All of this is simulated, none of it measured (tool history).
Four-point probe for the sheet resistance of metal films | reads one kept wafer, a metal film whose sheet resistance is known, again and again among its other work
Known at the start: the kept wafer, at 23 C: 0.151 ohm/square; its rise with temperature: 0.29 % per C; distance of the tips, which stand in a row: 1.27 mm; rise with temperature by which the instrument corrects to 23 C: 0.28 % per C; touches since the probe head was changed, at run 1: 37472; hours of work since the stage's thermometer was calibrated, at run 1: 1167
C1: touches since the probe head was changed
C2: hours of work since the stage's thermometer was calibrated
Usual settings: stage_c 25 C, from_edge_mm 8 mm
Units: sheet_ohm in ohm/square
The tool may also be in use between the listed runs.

run 1 hour=0 | stage_c=25 from_edge_mm=8 | C1=37472 C2=1167 | sheet_ohm=0.151624
run 2 hour=19.9 | stage_c=25 from_edge_mm=8 | C1=38072 C2=1181 | sheet_ohm=0.151645
run 3 hour=44.7 | stage_c=25 from_edge_mm=8 | C1=38821 C2=1198 | sheet_ohm=0.151633
run 4 hour=59.5 | stage_c=25 from_edge_mm=8 | C1=39268 C2=1208 | sheet_ohm=0.151639
run 5 hour=89.2 | stage_c=25 from_edge_mm=8 | C1=40164 C2=1228 | sheet_ohm=0.151644
run 6 hour=104.3 | stage_c=25 from_edge_mm=8 | C1=40618 C2=1238 | sheet_ohm=0.151601
run 7 hour=124.9 | stage_c=25 from_edge_mm=8 | C1=41239 C2=1252 | sheet_ohm=0.151683
run 8 hour=138.5 | stage_c=25 from_edge_mm=8 | C1=41649 C2=1262 | sheet_ohm=0.151615
run 9 hour=152 | stage_c=22 from_edge_mm=8 | C1=42059 C2=1271 | sheet_ohm=0.151588
run 10 hour=166.1 | stage_c=22 from_edge_mm=8 | C1=42483 C2=1281 | sheet_ohm=0.151532
run 11 hour=189.5 | stage_c=22 from_edge_mm=8 | C1=43188 C2=1297 | sheet_ohm=0.151591
run 12 hour=204.2 | stage_c=25 from_edge_mm=8 | C1=43633 C2=1307 | sheet_ohm=0.151636
run 13 hour=232.3 | stage_c=25 from_edge_mm=8 | C1=44479 C2=1326 | sheet_ohm=0.151595
run 14 hour=259.6 | stage_c=23 from_edge_mm=8 | C1=45303 C2=1345 | sheet_ohm=0.151567
run 15 hour=285.7 | stage_c=23 from_edge_mm=8 | C1=46091 C2=1363 | sheet_ohm=0.151497
run 16 hour=315.3 | stage_c=23 from_edge_mm=8 | C1=46984 C2=1383 | sheet_ohm=0.151536
run 17 hour=345.2 | stage_c=23 from_edge_mm=8 | C1=47886 C2=1403 | sheet_ohm=0.15155
run 18 hour=364.2 | stage_c=25 from_edge_mm=4 | C1=48459 C2=1416 | sheet_ohm=0.157205
run 19 hour=380.6 | stage_c=25 from_edge_mm=4 | C1=48956 C2=1427 | sheet_ohm=0.157206
run 20 hour=399.5 | stage_c=25 from_edge_mm=4 | C1=49525 C2=1440 | sheet_ohm=0.157224
run 21 hour=416.1 | stage_c=25 from_edge_mm=4 | C1=50025 C2=1452 | sheet_ohm=0.157277
run 22 hour=433.9 | stage_c=25 from_edge_mm=4 | C1=50562 C2=1464 | sheet_ohm=0.157267
run 23 hour=454.9 | stage_c=25 from_edge_mm=4 | C1=51196 C2=1478 | sheet_ohm=0.157203
run 24 hour=485.9 | stage_c=25 from_edge_mm=4 | C1=52131 C2=1499 | sheet_ohm=0.157185
run 25 hour=501.8 | stage_c=21 from_edge_mm=4 | C1=52611 C2=1510 | sheet_ohm=0.15712
run 26 hour=531.3 | stage_c=21 from_edge_mm=4 | C1=53501 C2=1531 | sheet_ohm=0.157129
run 27 hour=554.4 | stage_c=23 from_edge_mm=6 | C1=54199 C2=1546 | sheet_ohm=0.153012
run 28 hour=583 | stage_c=18 from_edge_mm=22 | C1=55061 C2=1566 | sheet_ohm=0.149639
run 29 hour=605 | stage_c=29 from_edge_mm=37 | C1=55724 C2=1581 | sheet_ohm=0.149609
run 30 hour=623.1 | stage_c=29 from_edge_mm=37 | C1=56271 C2=1593 | sheet_ohm=0.149609
run 31 hour=639.4 | stage_c=22 from_edge_mm=57 | C1=56761 C2=1604 | sheet_ohm=0.149497
run 32 hour=667.5 | stage_c=25 from_edge_mm=10 | C1=57610 C2=1624 | sheet_ohm=0.150788
run 33 hour=694.4 | stage_c=25 from_edge_mm=32 | C1=58423 C2=1642 | sheet_ohm=0.14956
run 34 hour=719.4 | stage_c=25 from_edge_mm=26 | C1=59177 C2=1659 | sheet_ohm=0.149626
run 35 hour=738.5 | stage_c=22 from_edge_mm=30 | C1=59754 C2=1672 | sheet_ohm=0.149558
run 36 hour=766.4 | stage_c=20 from_edge_mm=40 | C1=60592 C2=1691 | sheet_ohm=0.149405
run 37 hour=780.4 | stage_c=30 from_edge_mm=8 | C1=61016 C2=1701 | sheet_ohm=0.151518
run 38 hour=797.7 | stage_c=20 from_edge_mm=12 | C1=61539 C2=1713 | sheet_ohm=0.150278
run 39 hour=815.9 | stage_c=25 from_edge_mm=6 | C1=62088 C2=1725 | sheet_ohm=0.152997
run 40 hour=838.3 | stage_c=23 from_edge_mm=8 | C1=62764 C2=1741 | sheet_ohm=0.151451
run 41 hour=860.9 | stage_c=34 from_edge_mm=70 | C1=63445 C2=1756 | sheet_ohm=0.149569
run 42 hour=879.5 | stage_c=34 from_edge_mm=70 | C1=64005 C2=1769 | sheet_ohm=0.149594
-- hour=891.5 stage's thermometer calibrated
run 43 hour=894.9 | stage_c=26 from_edge_mm=17 | C1=64455 C2=2 | sheet_ohm=0.150132
run 44 hour=924.5 | stage_c=26 from_edge_mm=17 | C1=65348 C2=23 | sheet_ohm=0.15009
run 45 hour=938.5 | stage_c=27 from_edge_mm=36 | C1=65771 C2=32 | sheet_ohm=0.14978

4 ways to go on from here, each from the tool as it stands after run 45. What would each give?
run A hour=959.9 | stage_c=19 from_edge_mm=8 | C1=66418 C2=47 | sheet_ohm=?
run B hour=959.9 | stage_c=19 from_edge_mm=36 | C1=66418 C2=47 | sheet_ohm=?
run C hour=959.9 | stage_c=21 from_edge_mm=8 | C1=66418 C2=47 | sheet_ohm=?
run D hour=959.9 | stage_c=26 from_edge_mm=8 | C1=66418 C2=47 | sheet_ohm=?

run=A sheet_ohm=0.151561
run=B sheet_ohm=0.149689
run=C sheet_ohm=0.151622
run=D sheet_ohm=0.151731
Without the tool's hidden state the same runs would have given:
run=A sheet_ohm=0.152958
run=B sheet_ohm=0.15107
run=C sheet_ohm=0.153019
run=D sheet_ohm=0.153129

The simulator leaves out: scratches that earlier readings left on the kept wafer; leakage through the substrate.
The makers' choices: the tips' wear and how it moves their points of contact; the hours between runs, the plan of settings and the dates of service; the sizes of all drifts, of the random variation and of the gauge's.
